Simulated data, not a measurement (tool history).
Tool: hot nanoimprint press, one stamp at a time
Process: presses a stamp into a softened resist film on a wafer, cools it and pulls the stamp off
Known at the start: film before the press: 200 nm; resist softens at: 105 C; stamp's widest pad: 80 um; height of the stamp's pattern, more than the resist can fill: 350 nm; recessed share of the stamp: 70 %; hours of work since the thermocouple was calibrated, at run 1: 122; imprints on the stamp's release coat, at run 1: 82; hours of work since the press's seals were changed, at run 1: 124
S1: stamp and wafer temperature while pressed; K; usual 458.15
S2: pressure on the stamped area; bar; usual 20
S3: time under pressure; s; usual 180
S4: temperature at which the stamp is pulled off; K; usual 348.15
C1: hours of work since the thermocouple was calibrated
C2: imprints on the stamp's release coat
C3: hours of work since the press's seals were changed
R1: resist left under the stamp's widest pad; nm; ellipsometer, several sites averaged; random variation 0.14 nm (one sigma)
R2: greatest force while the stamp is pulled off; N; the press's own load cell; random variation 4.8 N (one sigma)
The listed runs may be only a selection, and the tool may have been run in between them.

{"run": 1, "hour": 0.0, "S1": 458.15, "S2": 20, "S3": 180, "S4": 348.15, "C1": 122, "C2": 82, "C3": 124, "R1": 88.7, "R2": 248}
{"run": 2, "hour": 6.3, "S1": 458.15, "S2": 23.8, "S3": 180, "S4": 348.15, "C1": 126, "C2": 98, "C3": 128, "R1": 81.9, "R2": 243}
{"run": 3, "hour": 17.6, "S1": 459.15, "S2": 20, "S3": 180, "S4": 348.15, "C1": 134, "C2": 127, "C3": 136, "R1": 86, "R2": 247}
{"run": 4, "hour": 26.0, "S1": 459.15, "S2": 20, "S3": 180, "S4": 348.15, "C1": 140, "C2": 148, "C3": 142, "R1": 86, "R2": 246}
{"run": 5, "hour": 33.7, "S1": 459.15, "S2": 20, "S3": 180, "S4": 348.15, "C1": 145, "C2": 168, "C3": 147, "R1": 86.2, "R2": 253}
{"run": 6, "hour": 38.7, "S1": 456.15, "S2": 20, "S3": 180, "S4": 348.15, "C1": 148, "C2": 180, "C3": 151, "R1": 94.3, "R2": 245}
{"run": 7, "hour": 50.7, "S1": 456.15, "S2": 20, "S3": 180, "S4": 348.15, "C1": 157, "C2": 211, "C3": 159, "R1": 94.1, "R2": 255}
{"run": 8, "hour": 60.7, "S1": 456.15, "S2": 20, "S3": 180, "S4": 348.15, "C1": 163, "C2": 236, "C3": 166, "R1": 94, "R2": 246}
{"run": 9, "hour": 72.6, "S1": 456.15, "S2": 20, "S3": 180, "S4": 354.15, "C1": 172, "C2": 266, "C3": 174, "R1": 94.2, "R2": 244}
{"run": 10, "hour": 81.6, "S1": 451.15, "S2": 20, "S3": 180, "S4": 354.15, "C1": 178, "C2": 289, "C3": 180, "R1": 109.3, "R2": 251}
{"run": 11, "hour": 90.1, "S1": 458.15, "S2": 20, "S3": 180, "S4": 348.15, "C1": 184, "C2": 311, "C3": 186, "R1": 88.5, "R2": 247}
{"run": 12, "hour": 97.2, "S1": 458.15, "S2": 20, "S3": 180, "S4": 348.15, "C1": 189, "C2": 329, "C3": 191, "R1": 88.7, "R2": 262}
{"run": 13, "hour": 102.6, "S1": 458.15, "S2": 20, "S3": 180, "S4": 348.15, "C1": 192, "C2": 342, "C3": 195, "R1": 88.6, "R2": 266}
{"run": 14, "hour": 111.2, "S1": 458.15, "S2": 20, "S3": 180, "S4": 340.15, "C1": 198, "C2": 364, "C3": 200, "R1": 88.6, "R2": 287}
{"run": 15, "hour": 117.5, "S1": 458.15, "S2": 20, "S3": 180, "S4": 340.15, "C1": 202, "C2": 380, "C3": 205, "R1": 88.3, "R2": 284}
{"run": 16, "hour": 126.0, "S1": 458.15, "S2": 20, "S3": 180, "S4": 340.15, "C1": 208, "C2": 402, "C3": 211, "R1": 88.7, "R2": 283}
{"run": 17, "hour": 134.8, "S1": 458.15, "S2": 20, "S3": 180, "S4": 340.15, "C1": 214, "C2": 424, "C3": 217, "R1": 88.4, "R2": 279}
{"run": 18, "hour": 144.0, "S1": 458.15, "S2": 20, "S3": 180, "S4": 340.15, "C1": 221, "C2": 447, "C3": 223, "R1": 88.5, "R2": 290}
{"run": 19, "hour": 153.2, "S1": 448.15, "S2": 20, "S3": 327, "S4": 347.15, "C1": 227, "C2": 471, "C3": 229, "R1": 97.2, "R2": 272}
{"run": 20, "hour": 161.5, "S1": 448.15, "S2": 20, "S3": 327, "S4": 343.15, "C1": 233, "C2": 492, "C3": 235, "R1": 97.1, "R2": 286}
{"run": 21, "hour": 168.9, "S1": 448.15, "S2": 20, "S3": 327, "S4": 343.15, "C1": 238, "C2": 510, "C3": 240, "R1": 97.3, "R2": 300}
{"run": 22, "hour": 178.2, "S1": 470.15, "S2": 21.9, "S3": 180, "S4": 348.15, "C1": 244, "C2": 534, "C3": 246, "R1": 59.2, "R2": 272}
{"run": 23, "hour": 188.5, "S1": 458.15, "S2": 20, "S3": 241, "S4": 345.15, "C1": 251, "C2": 560, "C3": 254, "R1": 78.7, "R2": 286}
{"run": 24, "hour": 196.2, "S1": 458.15, "S2": 20, "S3": 278, "S4": 348.15, "C1": 256, "C2": 580, "C3": 259, "R1": 74.3, "R2": 282}
{"run": 25, "hour": 202.5, "S1": 458.15, "S2": 20, "S3": 180, "S4": 335.15, "C1": 261, "C2": 596, "C3": 263, "R1": 88.2, "R2": 321}
{"run": 26, "hour": 207.8, "S1": 458.15, "S2": 20, "S3": 158, "S4": 348.15, "C1": 264, "C2": 609, "C3": 267, "R1": 92.7, "R2": 278}
{"run": 27, "hour": 213.7, "S1": 458.15, "S2": 27.7, "S3": 180, "S4": 337.15, "C1": 268, "C2": 624, "C3": 271, "R1": 76.6, "R2": 310}
{"run": 28, "hour": 220.1, "S1": 458.15, "S2": 20.8, "S3": 304, "S4": 338.15, "C1": 273, "C2": 640, "C3": 275, "R1": 70.2, "R2": 313}
{"run": 29, "hour": 228.1, "S1": 458.15, "S2": 23.1, "S3": 221, "S4": 355.15, "C1": 278, "C2": 660, "C3": 281, "R1": 76.4, "R2": 269}

Predict each of these 3 candidate next runs independently; none follows another, all start after run 29:
{"run": "A", "hour": 236.9, "S1": 458.15, "S2": 23.1, "S3": 221, "S4": 354.15, "C1": 284, "C2": 683, "C3": 287, "R1": "?", "R2": "?"}
{"run": "B", "hour": 236.9, "S1": 458.15, "S2": 23.1, "S3": 204, "S4": 355.15, "C1": 284, "C2": 683, "C3": 287, "R1": "?", "R2": "?"}
{"run": "C", "hour": 236.9, "S1": 454.15, "S2": 21.1, "S3": 180, "S4": 348.15, "C1": 284, "C2": 683, "C3": 287, "R1": "?", "R2": "?"}

run=A R1=76.3 R2=270
run=B R1=78.9 R2=274
run=C R1=97.4 R2=271
Without the tool's hidden state the same runs would have given:
run=A R1=76.7 R2=223
run=B R1=79.2 R2=225
run=C R1=98 R2=223
